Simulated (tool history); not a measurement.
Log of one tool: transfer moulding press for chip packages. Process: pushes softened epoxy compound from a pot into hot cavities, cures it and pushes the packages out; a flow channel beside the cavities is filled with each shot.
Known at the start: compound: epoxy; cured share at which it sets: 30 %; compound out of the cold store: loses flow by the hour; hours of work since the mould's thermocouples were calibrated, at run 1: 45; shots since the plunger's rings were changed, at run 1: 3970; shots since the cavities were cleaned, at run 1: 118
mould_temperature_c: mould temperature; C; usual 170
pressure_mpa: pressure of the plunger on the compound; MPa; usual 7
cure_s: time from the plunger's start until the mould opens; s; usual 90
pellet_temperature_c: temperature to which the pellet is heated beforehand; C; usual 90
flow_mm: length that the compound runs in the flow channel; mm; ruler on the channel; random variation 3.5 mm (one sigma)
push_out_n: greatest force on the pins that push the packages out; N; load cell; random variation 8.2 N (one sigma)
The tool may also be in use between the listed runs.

run   hour  mould_temperature_c  pressure_mpa  cure_s  pellet_temperature_c  hours of work since the mould's thermocouples were calibrated  shots since the plunger's rings were changed  shots since the cavities were cleaned  incoming compound's hours out of the cold store  flow_mm  push_out_n
  1      0                  170             7      90                    90                                                             45                                          3970                                    118                                               23      582         423
  2    9.8                  170             7      90                    90                                                             51                                          4074                                    222                                               15      608         493
  3   21.9                  170             7      90                    90                                                             57                                          4202                                    350                                             31.1      540         538
  4     28                  170             7      90                    90                                                             61                                          4267                                    415                                             32.6      540         542
  5   33.8                  170             7      90                    90                                                             64                                          4328                                    476                                             43.7      498         577
  6   44.9                  170          5.82      90                    90                                                             71                                          4447                                    595                                             24.2      520         624
  7   50.9                  170          5.82      90                    90                                                             74                                          4510                                    658                                             36.3      471         599
  8   61.2                  170          5.82      90                    90                                                             80                                          4619                                    767                                               25      518         659
      72.4  -- cavities cleaned with cleaning compound and waxed
  9   72.4                  167             7      90                    90                                                             86                                          4722                                      0                                             22.2      581         446
 10   81.5                  167             7      90                    87                                                             91                                          4819                                     97                                               44      497         484
 11   93.4                  167             7      90                    87                                                             98                                          4945                                    223                                             28.7      555         625
 12   99.8                  170             7      90                    90                                                            101                                          5013                                    291                                             47.3      477         508
 13  109.1                  170             7      90                    90                                                            107                                          5112                                    390                                             45.2      480         558
     115.6  -- plunger's sealing rings changed
 14  121.6                  170             7      90                    90                                                            112                                            64                                    496                                             40.1      551         575
 15  134.7                  170             7      86                    92                                                            120                                           202                                    634                                             35.2      565         663
 16  147.3                  171             7      90                    90                                                            127                                           337                                    769                                               14      663         637
 17  155.4                  169          5.69     114                    85                                                            132                                           423                                    855                                             37.3      512         526
     158.7  -- cavities cleaned with cleaning compound and waxed
 18  163.3                  169          5.69     114                    85                                                            135                                           490                                     48                                             33.9      521         336
 19  175.6                  166           6.7     114                    91                                                            142                                           622                                    180                                             28.4      596         436
 20  186.5                  170             7      78                    84                                                            149                                           737                                    295                                             31.4      585         725
 21  199.4                  170             7      78                    84                                                            156                                           873                                    431                                             28.5      594         781
 22  206.2                  170             7      88                    98                                                            160                                           946                                    504                                               26      599         609
 23  219.8                  164          6.28     128                    92                                                            168                                          1090                                    648                                             21.1      605         534
 24  227.7                  164          6.28     128                    92                                                            172                                          1174                                    732                                             40.6      515         528
 25  238.4                  174             7     109                    87                                                            178                                          1287                                    845                                             26.4      591         492
     242.2  -- cavities cleaned with cleaning compound and waxed
 26  251.2                  174             7     109                    87                                                            185                                          1407                                     95                                             43.8      514         343
 27  258.5                  170             7     109                    87                                                            189                                          1484                                    172                                             44.8      521         392
 28    265                  170             7      90                    89                                                            193                                          1554                                    242                                             36.6      553         532

3 ways to go on from here, each from the tool as it stands after run 28. What would each give?
  A  275.1                  170             7      88                    85                                                            198                                          1660                                    348                                             33.3        ?           ?
  B  275.1                  170           7.6      90                    89                                                            198                                          1660                                    348                                               17        ?           ?
  C  275.1                  174             7      84                    85                                                            198                                          1660                                    348                                             26.1        ?           ?

run  flow_mm  push_out_n
  A      560         582
  B      658         590
  C      585         536
Without the tool's hidden state the same runs would have given:
run  flow_mm  push_out_n
  A      577         365
  B      678         362
  C      603         333
